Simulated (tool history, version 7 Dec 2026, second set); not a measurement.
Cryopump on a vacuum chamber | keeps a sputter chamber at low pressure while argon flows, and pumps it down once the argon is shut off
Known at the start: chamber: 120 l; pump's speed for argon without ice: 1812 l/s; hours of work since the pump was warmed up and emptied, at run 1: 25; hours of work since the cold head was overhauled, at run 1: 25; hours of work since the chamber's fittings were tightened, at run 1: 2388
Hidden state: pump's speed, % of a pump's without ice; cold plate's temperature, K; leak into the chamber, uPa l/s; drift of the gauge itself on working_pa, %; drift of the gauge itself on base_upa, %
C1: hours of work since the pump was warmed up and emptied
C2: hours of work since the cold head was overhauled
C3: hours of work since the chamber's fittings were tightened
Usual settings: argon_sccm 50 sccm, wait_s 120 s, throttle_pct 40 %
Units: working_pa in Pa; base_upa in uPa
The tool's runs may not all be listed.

{"run": 1, "hour": 0.0, "argon_sccm": 50, "wait_s": 120, "throttle_pct": 40, "C1": 25, "C2": 25, "C3": 2388, "working_pa": 0.1175, "base_upa": 1.8}
{"hour": 52.4, "done": "leaking fittings of the chamber tightened, without venting"}
{"run": 2, "hour": 112.9, "argon_sccm": 50, "wait_s": 29, "throttle_pct": 40, "C1": 83, "C2": 83, "C3": 31, "working_pa": 0.1196, "base_upa": 2.04}
{"run": 3, "hour": 175.6, "argon_sccm": 50, "wait_s": 29, "throttle_pct": 27, "C1": 115, "C2": 115, "C3": 64, "working_pa": 0.1758, "base_upa": 2.06}
{"run": 4, "hour": 302.9, "argon_sccm": 50, "wait_s": 29, "throttle_pct": 27, "C1": 181, "C2": 181, "C3": 129, "working_pa": 0.1777, "base_upa": 2.15}
{"run": 5, "hour": 374.4, "argon_sccm": 50, "wait_s": 29, "throttle_pct": 27, "C1": 218, "C2": 218, "C3": 166, "working_pa": 0.1805, "base_upa": 2.15}
{"run": 6, "hour": 428.9, "argon_sccm": 50, "wait_s": 29, "throttle_pct": 27, "C1": 246, "C2": 246, "C3": 194, "working_pa": 0.1785, "base_upa": 2.16}
{"run": 7, "hour": 534.5, "argon_sccm": 50, "wait_s": 121, "throttle_pct": 40, "C1": 300, "C2": 300, "C3": 249, "working_pa": 0.1244, "base_upa": 0.77}
{"run": 8, "hour": 603.0, "argon_sccm": 50, "wait_s": 120, "throttle_pct": 40, "C1": 336, "C2": 336, "C3": 284, "working_pa": 0.1246, "base_upa": 0.82}
{"run": 9, "hour": 699.8, "argon_sccm": 50, "wait_s": 120, "throttle_pct": 40, "C1": 386, "C2": 386, "C3": 334, "working_pa": 0.1247, "base_upa": 0.89}
{"run": 10, "hour": 825.8, "argon_sccm": 50, "wait_s": 152, "throttle_pct": 40, "C1": 451, "C2": 451, "C3": 399, "working_pa": 0.1273, "base_upa": 0.79}
{"run": 11, "hour": 927.3, "argon_sccm": 50, "wait_s": 78, "throttle_pct": 40, "C1": 503, "C2": 503, "C3": 452, "working_pa": 0.1297, "base_upa": 1.22}
{"run": 12, "hour": 1022.2, "argon_sccm": 50, "wait_s": 78, "throttle_pct": 40, "C1": 552, "C2": 552, "C3": 500, "working_pa": 0.1315, "base_upa": 1.24}
{"run": 13, "hour": 1087.0, "argon_sccm": 50, "wait_s": 78, "throttle_pct": 40, "C1": 585, "C2": 585, "C3": 534, "working_pa": 0.1312, "base_upa": 1.28}
{"run": 14, "hour": 1173.2, "argon_sccm": 50, "wait_s": 78, "throttle_pct": 40, "C1": 630, "C2": 630, "C3": 578, "working_pa": 0.1338, "base_upa": 1.27}
{"run": 15, "hour": 1272.5, "argon_sccm": 50, "wait_s": 121, "throttle_pct": 40, "C1": 681, "C2": 681, "C3": 630, "working_pa": 0.1377, "base_upa": 1.13}
{"run": 16, "hour": 1376.8, "argon_sccm": 50, "wait_s": 121, "throttle_pct": 40, "C1": 735, "C2": 735, "C3": 683, "working_pa": 0.1397, "base_upa": 1.19}
{"hour": 1389.8, "done": "pump warmed up, emptied and cooled again"}
{"run": 17, "hour": 1512.1, "argon_sccm": 50, "wait_s": 121, "throttle_pct": 40, "C1": 63, "C2": 802, "C3": 751, "working_pa": 0.119, "base_upa": 1}
{"run": 18, "hour": 1586.5, "argon_sccm": 50, "wait_s": 121, "throttle_pct": 40, "C1": 102, "C2": 841, "C3": 789, "working_pa": 0.1194, "base_upa": 1.06}
{"run": 19, "hour": 1649.7, "argon_sccm": 50, "wait_s": 121, "throttle_pct": 40, "C1": 134, "C2": 873, "C3": 822, "working_pa": 0.1206, "base_upa": 1.08}
{"run": 20, "hour": 1711.4, "argon_sccm": 50, "wait_s": 121, "throttle_pct": 40, "C1": 166, "C2": 905, "C3": 854, "working_pa": 0.1209, "base_upa": 1.15}
{"run": 21, "hour": 1810.7, "argon_sccm": 50, "wait_s": 121, "throttle_pct": 40, "C1": 217, "C2": 956, "C3": 905, "working_pa": 0.1228, "base_upa": 1.14}
{"run": 22, "hour": 1893.9, "argon_sccm": 50, "wait_s": 121, "throttle_pct": 40, "C1": 260, "C2": 999, "C3": 948, "working_pa": 0.124, "base_upa": 1.2}
{"run": 23, "hour": 1998.6, "argon_sccm": 52, "wait_s": 26, "throttle_pct": 24, "C1": 314, "C2": 1053, "C3": 1002, "working_pa": 0.2091, "base_upa": 2.89}
{"run": 24, "hour": 2080.6, "argon_sccm": 52, "wait_s": 26, "throttle_pct": 24, "C1": 356, "C2": 1096, "C3": 1044, "working_pa": 0.2125, "base_upa": 2.88}
{"run": 25, "hour": 2189.0, "argon_sccm": 40, "wait_s": 86, "throttle_pct": 15, "C1": 412, "C2": 1151, "C3": 1100, "working_pa": 0.2573, "base_upa": 1.5}
{"run": 26, "hour": 2291.2, "argon_sccm": 27, "wait_s": 120, "throttle_pct": 40, "C1": 465, "C2": 1204, "C3": 1153, "working_pa": 0.0697, "base_upa": 1.37}
{"run": 27, "hour": 2420.1, "argon_sccm": 23, "wait_s": 97, "throttle_pct": 16, "C1": 532, "C2": 1271, "C3": 1219, "working_pa": 0.1415, "base_upa": 1.65}
{"run": 28, "hour": 2542.6, "argon_sccm": 23, "wait_s": 97, "throttle_pct": 16, "C1": 595, "C2": 1334, "C3": 1282, "working_pa": 0.1413, "base_upa": 1.64}
{"run": 29, "hour": 2611.9, "argon_sccm": 29, "wait_s": 72, "throttle_pct": 21, "C1": 631, "C2": 1370, "C3": 1318, "working_pa": 0.1394, "base_upa": 1.92}
{"run": 30, "hour": 2709.0, "argon_sccm": 29, "wait_s": 72, "throttle_pct": 21, "C1": 681, "C2": 1420, "C3": 1368, "working_pa": 0.1409, "base_upa": 1.92}
{"run": 31, "hour": 2781.2, "argon_sccm": 29, "wait_s": 72, "throttle_pct": 21, "C1": 718, "C2": 1457, "C3": 1406, "working_pa": 0.1418, "base_upa": 1.95}
{"hour": 2834.8, "done": "pump warmed up, emptied and cooled again"}
{"run": 32, "hour": 2878.5, "argon_sccm": 84, "wait_s": 23, "throttle_pct": 25, "C1": 23, "C2": 1505, "C3": 1453, "working_pa": 0.3154, "base_upa": 3.18}
{"run": 33, "hour": 2950.0, "argon_sccm": 84, "wait_s": 23, "throttle_pct": 25, "C1": 59, "C2": 1542, "C3": 1490, "working_pa": 0.3164, "base_upa": 3.33}

Forecast each of these 4 alternatives for the next run:
{"run": "A", "hour": 3046.8, "argon_sccm": 32, "wait_s": 59, "throttle_pct": 40, "C1": 109, "C2": 1592, "C3": 1540, "working_pa": "?", "base_upa": "?"}
{"run": "B", "hour": 3046.8, "argon_sccm": 84, "wait_s": 87, "throttle_pct": 16, "C1": 109, "C2": 1592, "C3": 1540, "working_pa": "?", "base_upa": "?"}
{"run": "C", "hour": 3046.8, "argon_sccm": 48, "wait_s": 23, "throttle_pct": 25, "C1": 109, "C2": 1592, "C3": 1540, "working_pa": "?", "base_upa": "?"}
{"run": "D", "hour": 3046.8, "argon_sccm": 86, "wait_s": 120, "throttle_pct": 40, "C1": 109, "C2": 1592, "C3": 1540, "working_pa": "?", "base_upa": "?"}

run=A working_pa=0.0768 base_upa=1.85
run=B working_pa=0.4924 base_upa=1.57
run=C working_pa=0.1803 base_upa=3.3
run=D working_pa=0.2052 base_upa=1.43
Without the tool's hidden state the same runs would have given:
run=A working_pa=0.0748 base_upa=1.05
run=B working_pa=0.4872 base_upa=0.77
run=C working_pa=0.1773 base_upa=2.5
run=D working_pa=0.1998 base_upa=0.62
